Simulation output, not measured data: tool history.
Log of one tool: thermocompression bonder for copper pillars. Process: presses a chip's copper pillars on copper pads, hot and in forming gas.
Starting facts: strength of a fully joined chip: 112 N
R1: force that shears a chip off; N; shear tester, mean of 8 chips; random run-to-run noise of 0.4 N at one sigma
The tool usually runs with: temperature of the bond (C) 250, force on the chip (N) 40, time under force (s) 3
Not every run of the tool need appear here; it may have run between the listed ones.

Run 1, day 0.000: usual settings. Result: R1 50.2 N.
Run 2, day 0.892: usual settings. Result: R1 50.6 N.
Run 3, day 1.804: usual settings but force on the chip (N) 42. Result: R1 52.0 N.
Run 4, day 2.346: usual settings. Result: R1 49.9 N.
Run 5, day 3.488: usual settings. Result: R1 49.3 N.
Run 6, day 4.125: usual settings but temperature of the bond (C) 279. Result: R1 65.8 N.
Run 7, day 4.600: usual settings but temperature of the bond (C) 279. Result: R1 65.8 N.
Run 8, day 5.483: usual settings but temperature of the bond (C) 279. Result: R1 65.6 N.
Run 9, day 5.971: usual settings. Result: R1 49.8 N.
Run 10, day 6.812: usual settings. Result: R1 49.2 N.
Run 11, day 7.975: usual settings but temperature of the bond (C) 275. Result: R1 63.3 N.
Run 12, day 8.625: usual settings. Result: R1 48.7 N.
Run 13, day 9.675: usual settings. Result: R1 48.7 N.
Run 14, day 10.800: usual settings. Result: R1 48.3 N.
Run 15, day 11.525: usual settings. Result: R1 49.4 N.
Run 16, day 12.021: usual settings. Result: R1 48.0 N.
Run 17, day 12.725: usual settings but time under force (s) 2. Result: R1 42.4 N.
Run 18, day 13.283: usual settings but time under force (s) 2. Result: R1 41.8 N.
Run 19, day 14.196: usual settings but force on the chip (N) 34. Result: R1 44.8 N.
Run 20, day 14.804: usual settings but force on the chip (N) 34. Result: R1 44.9 N.
Run 21, day 15.558: usual settings but temperature of the bond (C) 244, force on the chip (N) 33, time under force (s) 2. Result: R1 35.0 N.
Run 22, day 16.471: usual settings but temperature of the bond (C) 235, force on the chip (N) 32. Result: R1 36.1 N.
Run 23, day 17.621: usual settings but temperature of the bond (C) 235, force on the chip (N) 32. Result: R1 35.8 N.
Run 24, day 18.621: usual settings but force on the chip (N) 26, time under force (s) 2. Result: R1 32.7 N.
Run 25, day 19.212: usual settings but temperature of the bond (C) 240, time under force (s) 6. Result: R1 54.8 N.
Run 26, day 20.354: usual settings but force on the chip (N) 29. Result: R1 41.5 N.
Run 27, day 20.838: usual settings but temperature of the bond (C) 270, force on the chip (N) 31, time under force (s) 8. Result: R1 70.1 N.
Run 28, day 21.438: usual settings but temperature of the bond (C) 270, force on the chip (N) 31, time under force (s) 8. Result: R1 71.0 N.
Run 29, day 22.133: usual settings but temperature of the bond (C) 243, force on the chip (N) 52, time under force (s) 7. Result: R1 64.8 N.
Run 30, day 23.071: usual settings but temperature of the bond (C) 273, force on the chip (N) 43, time under force (s) 5. Result: R1 71.5 N.
Run 31, day 23.625: usual settings but temperature of the bond (C) 264, force on the chip (N) 24, time under force (s) 7. Result: R1 58.6 N.
Run 32, day 24.204: usual settings but temperature of the bond (C) 264, force on the chip (N) 39, time under force (s) 2. Result: R1 45.9 N.

Some steps in R1 between neighbouring runs. How much of each would the tool show without its hidden state too (settings, what came in, random variation), and how much is left for the hidden state, with any gauge scatter that isn't in both results?
Hidden state at play: true temperature of the bond over the reading, C; force that reaches the chip, % of what is set; oxide that the forming gas leaves, % of the face; drift of the gauge itself on shear_n, %.
Run 5 -> 6: temperature of the bond (C) 250 -> 279. R1 +16.5 N: hidden state -0.5, all else +17.0.
Run 24 -> 25: temperature of the bond (C) 250 -> 240, force on the chip (N) 26 -> 40, time under force (s) 2 -> 6. R1 +22.1 N: hidden state -1.9, all else +24.0.
Run 25 -> 26: temperature of the bond (C) 240 -> 250, force on the chip (N) 40 -> 29, time under force (s) 6 -> 3. R1 -13.3 N: hidden state +1.0, all else -14.3.
Run 26 -> 27: temperature of the bond (C) 250 -> 270, force on the chip (N) 29 -> 31, time under force (s) 3 -> 8. R1 +28.6 N: hidden state -2.0, all else +30.6.
